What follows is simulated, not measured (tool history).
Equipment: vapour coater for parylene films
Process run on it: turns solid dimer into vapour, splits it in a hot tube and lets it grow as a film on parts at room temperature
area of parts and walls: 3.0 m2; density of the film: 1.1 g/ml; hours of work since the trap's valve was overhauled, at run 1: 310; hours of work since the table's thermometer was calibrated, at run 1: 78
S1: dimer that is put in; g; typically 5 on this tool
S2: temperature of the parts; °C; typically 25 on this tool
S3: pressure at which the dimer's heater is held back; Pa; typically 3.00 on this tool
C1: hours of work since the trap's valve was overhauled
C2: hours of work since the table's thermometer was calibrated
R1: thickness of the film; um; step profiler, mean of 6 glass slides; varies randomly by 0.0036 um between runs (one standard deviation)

| run | hour | S1 | S2 | S3 | C1 | C2 | R1 |
|---|---|---|---|---|---|---|---|
| 1 | 0.0 | 5 | 25 | 3.00 | 310 | 78 | 1.032 |
| 2 | 14.7 | 5 | 25 | 3.00 | 320 | 88 | 1.025 |
| 3 | 22.0 | 5 | 25 | 7.89 | 325 | 93 | 0.813 |
| 4 | 31.8 | 5 | 25 | 7.89 | 331 | 100 | 0.813 |
| 5 | 42.0 | 5 | 25 | 7.89 | 338 | 106 | 0.818 |
| 6 | 48.8 | 5 | 25 | 10.64 | 343 | 111 | 0.759 |
| 7 | 55.7 | 5 | 25 | 10.64 | 347 | 115 | 0.758 |
| 8 | 62.1 | 5 | 25 | 10.64 | 351 | 120 | 0.752 |
| 9 | 75.4 | 5 | 25 | 10.64 | 360 | 128 | 0.755 |
| 10 | 87.7 | 5 | 25 | 10.64 | 368 | 137 | 0.760 |
| 11 | 102.7 | 5 | 25 | 2.20 | 378 | 146 | 1.108 |
| 12 | 118.1 | 6 | 30 | 3.09 | 389 | 157 | 0.968 |
| 13 | 128.8 | 6 | 36 | 3.23 | 396 | 164 | 0.726 |
| 14 | 144.1 | 4 | 27 | 4.15 | 406 | 174 | 0.687 |
| 15 | 155.7 | 3 | 20 | 5.46 | 413 | 182 | 0.664 |
| 16 | 170.0 | 3 | 35 | 5.46 | 423 | 191 | 0.335 |

Per-run results on a tool with no hidden state, each run keeping its own random variation:
What the log doesn't record here: vapour lost through the trap's worn valve, %; true temperature of the parts over the reading, C; drift of the gauge itself on film_um, %.
| run | R1 |
|---|---|
| 1 | 1.087 |
| 2 | 1.081 |
| 3 | 0.858 |
| 4 | 0.859 |
| 5 | 0.865 |
| 6 | 0.803 |
| 7 | 0.802 |
| 8 | 0.797 |
| 9 | 0.801 |
| 10 | 0.807 |
| 11 | 1.177 |
| 12 | 1.030 |
| 13 | 0.773 |
| 14 | 0.732 |
| 15 | 0.708 |
| 16 | 0.358 |

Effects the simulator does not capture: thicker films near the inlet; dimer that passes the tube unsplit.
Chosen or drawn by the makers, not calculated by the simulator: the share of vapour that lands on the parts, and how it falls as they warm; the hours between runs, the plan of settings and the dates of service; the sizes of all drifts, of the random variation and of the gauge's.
